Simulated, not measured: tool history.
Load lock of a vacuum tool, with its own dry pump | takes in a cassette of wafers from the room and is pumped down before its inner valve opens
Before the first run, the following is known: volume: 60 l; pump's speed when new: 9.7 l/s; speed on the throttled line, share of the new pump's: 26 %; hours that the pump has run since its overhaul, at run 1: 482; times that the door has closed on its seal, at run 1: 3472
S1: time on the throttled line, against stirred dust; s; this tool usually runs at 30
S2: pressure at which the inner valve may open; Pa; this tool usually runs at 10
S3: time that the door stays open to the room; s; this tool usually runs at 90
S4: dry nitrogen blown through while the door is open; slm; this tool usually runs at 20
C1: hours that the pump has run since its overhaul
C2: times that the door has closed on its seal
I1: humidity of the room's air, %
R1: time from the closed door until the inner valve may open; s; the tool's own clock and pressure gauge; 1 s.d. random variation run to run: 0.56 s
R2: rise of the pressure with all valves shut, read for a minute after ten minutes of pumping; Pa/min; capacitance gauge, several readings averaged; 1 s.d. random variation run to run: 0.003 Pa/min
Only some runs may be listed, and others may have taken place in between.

run,hour,S1,S2,S3,S4,C1,C2,I1,R1,R2
1,0.0,30,10,90,20,482,3472,43.3,81.2,0.034
2,190.2,30,10,90,20,673,3758,45.6,80.5,0.037
3,441.0,30,10,90,20,923,4135,43.1,81.5,0.042
4,742.5,30,10,90,20,1225,4588,42.8,82.6,0.036
5,1065.3,30,10,90,20,1548,5073,45.7,81.7,0.036
6,1412.3,30,10,90,10,1895,5595,43.4,82.4,0.041
7,1575.2,39,20,90,18,2058,5840,45.1,85.1,0.038
8,1885.2,18,13,90,22,2368,6306,46.6,72.9,0.044
9,2057.0,30,12,57,20,2539,6565,46.4,83.2,0.040
10,2271.0,30,12,57,20,2754,6887,47.2,82.9,0.046
11,2496.6,53,12,90,20,2979,7226,43.2,99.0,0.036

Predict each of these 4 candidate next runs independently; none follows another, all start after run 11:
A,2659.7,25,10,28,20,3142,7471,46.9,?,?
B,2659.7,45,8,90,20,3142,7471,41.7,?,?
C,2659.7,28,10,90,20,3142,7471,45.4,?,?
D,2659.7,30,7,41,20,3142,7471,44.2,?,?

run,R1,R2
A,79.9,0.032
B,96.3,0.044
C,82.4,0.047
D,85.7,0.033
Take away the tool's hidden state, keep each run's random variation, and the runs would have read:
run,R1,R2
A,75.4,0.014
B,92.0,0.026
C,78.0,0.028
D,81.1,0.015
